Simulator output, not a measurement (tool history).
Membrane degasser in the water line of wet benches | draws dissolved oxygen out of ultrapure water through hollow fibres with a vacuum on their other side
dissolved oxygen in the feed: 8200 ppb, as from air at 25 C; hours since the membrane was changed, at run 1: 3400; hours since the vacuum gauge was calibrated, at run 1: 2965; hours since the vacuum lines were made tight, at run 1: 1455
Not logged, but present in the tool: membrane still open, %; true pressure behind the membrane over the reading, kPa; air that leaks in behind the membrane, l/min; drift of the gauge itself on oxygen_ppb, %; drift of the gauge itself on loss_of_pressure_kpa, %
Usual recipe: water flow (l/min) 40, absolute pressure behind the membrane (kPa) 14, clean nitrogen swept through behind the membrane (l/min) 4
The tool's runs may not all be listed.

run	hour	water flow (l/min)	absolute pressure behind the membrane (kPa)	clean nitrogen swept through behind the membrane (l/min)	hours since the membrane was changed	hours since the vacuum gauge was calibrated	hours since the vacuum lines were made tight	dissolved oxygen in the water behind the degasser (ppb)	pressure that the water loses in the fibres (kPa)
1	0	40	14	4	3400	2965	1455	332.9	44.94
2	64.7	40	14	4	3465	3029	1520	333.9	44.55
3	155.6	40	14	4	3556	3120	1611	327.5	44.68
4	207.1	40	14	4	3607	3172	1662	328.8	44.65
5	294.3	40	14	4	3694	3259	1749	330.2	44.9
6	354.1	40	14	4	3754	3319	1809	329.1	44.77
7	448.9	40	14	4	3849	3413	1904	332	44.41
8	498.3	40	14	4	3898	3463	1953	330.7	45.18
# hour 505.4: vacuum gauge calibrated
9	551.1	40	14	7.6	3951	46	2006	218.3	44.39
10	627.7	40	14	4	4027	122	2082	334.5	44.47
# hour 670.3: vacuum gauge calibrated, once more
11	702.8	40	14	4	4102	33	2157	329	44.76
12	755.6	40	14	4	4155	85	2210	322.7	45.2
13	818.6	40	14	4	4218	148	2273	331.8	45.11
14	902.6	40	14	4	4302	232	2357	321.4	45.15
15	955.4	40	14	4	4354	285	2409	327.1	44.57
16	1009	40	14	4	4408	339	2463	323	44.73
17	1078.5	41	14	2.31	4478	408	2533	489.8	45.96
18	1157.2	63	26.8	2.33	4556	487	2611	1473	70.59
19	1228.5	40	12.6	10.82	4628	558	2683	168.8	44.58
20	1302.4	62	8.6	7.58	4702	632	2756	424.7	69.35
21	1371.3	27	14	8.96	4770	701	2825	95	30.38
22	1419.5	48	14	4	4819	749	2873	444.1	53.97
23	1468.2	33	17.7	4	4867	798	2922	312	36.92
24	1507.8	33	17.7	4	4907	837	2962	319.6	37.53
25	1568.3	33	17.7	4	4967	898	3022	318.4	36.99
26	1642.5	40	30	5.91	5042	972	3097	498.1	44.99
27	1693.8	37	19.7	1.97	5093	1024	3148	698.6	41.28
28	1745.6	40	30.4	5.37	5145	1075	3200	540.5	45.03
29	1789.9	41	14	4	5189	1120	3244	341.6	46.11
30	1876.1	27	14	1.64	5275	1206	3330	400.8	30.09
31	1969.3	26	10.7	4	5368	1299	3423	129.7	29.58

What if the next run were any one of these 4? Each begins from the tool's condition after run 31:
A	2065.4	57	14	3.93	5464	1395	3519	?	?
B	2065.4	25	30.9	4	5464	1395	3519	?	?
C	2065.4	44	12.2	5.47	5464	1395	3519	?	?
D	2065.4	26	28.5	2.76	5464	1395	3519	?	?

run	dissolved oxygen in the water behind the degasser (ppb)	pressure that the water loses in the fibres (kPa)
A	582.5	64.3
B	407.4	27.81
C	286.9	49.22
D	542.8	29.01
Had the tool no hidden state, the same runs would have come out as:
run	dissolved oxygen in the water behind the degasser (ppb)	pressure that the water loses in the fibres (kPa)
A	567.5	63.23
B	404.5	27.34
C	277.9	48.4
D	539.3	28.53

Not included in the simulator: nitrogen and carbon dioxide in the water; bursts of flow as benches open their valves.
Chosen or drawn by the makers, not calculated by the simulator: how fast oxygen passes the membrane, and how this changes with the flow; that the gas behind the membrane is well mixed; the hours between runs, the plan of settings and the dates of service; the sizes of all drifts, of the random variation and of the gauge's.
